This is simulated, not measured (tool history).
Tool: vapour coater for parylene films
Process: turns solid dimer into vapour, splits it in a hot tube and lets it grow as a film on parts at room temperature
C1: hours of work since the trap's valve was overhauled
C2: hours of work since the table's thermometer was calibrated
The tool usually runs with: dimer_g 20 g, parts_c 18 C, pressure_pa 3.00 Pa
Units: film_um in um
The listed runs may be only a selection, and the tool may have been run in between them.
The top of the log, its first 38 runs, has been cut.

{"run": 39, "hour": 1321.3, "dimer_g": 20, "parts_c": 16, "pressure_pa": 3.0, "C1": 612, "C2": 1209, "film_um": 14.34}
{"run": 40, "hour": 1341.8, "dimer_g": 20, "parts_c": 16, "pressure_pa": 3.0, "C1": 626, "C2": 1222, "film_um": 14.53}
{"hour": 1363.2, "done": "trap's valve overhauled"}
{"run": 41, "hour": 1381.7, "dimer_g": 20, "parts_c": 16, "pressure_pa": 3.0, "C1": 12, "C2": 1247, "film_um": 15.53}
{"run": 42, "hour": 1422.9, "dimer_g": 21, "parts_c": 18, "pressure_pa": 4.14, "C1": 40, "C2": 1274, "film_um": 14.08}
{"run": 43, "hour": 1453.2, "dimer_g": 15, "parts_c": 29, "pressure_pa": 3.77, "C1": 60, "C2": 1295, "film_um": 6.38}
{"run": 44, "hour": 1487.9, "dimer_g": 13, "parts_c": 29, "pressure_pa": 2.55, "C1": 84, "C2": 1318, "film_um": 5.99}
{"run": 45, "hour": 1522.5, "dimer_g": 33, "parts_c": 22, "pressure_pa": 2.36, "C1": 107, "C2": 1341, "film_um": 20.82}
{"run": 46, "hour": 1569.6, "dimer_g": 33, "parts_c": 22, "pressure_pa": 2.36, "C1": 139, "C2": 1373, "film_um": 20.49}

What if the next run were any one of these 5? Each begins from the tool's condition after run 46:
{"run": "A", "hour": 1608.4, "dimer_g": 20, "parts_c": 28, "pressure_pa": 10.29, "C1": 165, "C2": 1399, "film_um": "?"}
{"run": "B", "hour": 1608.4, "dimer_g": 18, "parts_c": 22, "pressure_pa": 11.23, "C1": 165, "C2": 1399, "film_um": "?"}
{"run": "C", "hour": 1608.4, "dimer_g": 9, "parts_c": 18, "pressure_pa": 9.21, "C1": 165, "C2": 1399, "film_um": "?"}
{"run": "D", "hour": 1608.4, "dimer_g": 20, "parts_c": 18, "pressure_pa": 3.64, "C1": 165, "C2": 1399, "film_um": "?"}
{"run": "E", "hour": 1608.4, "dimer_g": 31, "parts_c": 17, "pressure_pa": 3.0, "C1": 165, "C2": 1399, "film_um": "?"}

run=A film_um=7.07
run=B film_um=8.06
run=C film_um=4.95
run=D film_um=13.41
run=E film_um=22.68
Stripped of hidden state, with their random variation kept, the same runs would have yielded:
run=A film_um=6.98
run=B film_um=7.95
run=C film_um=4.89
run=D film_um=13.24
run=E film_um=22.40
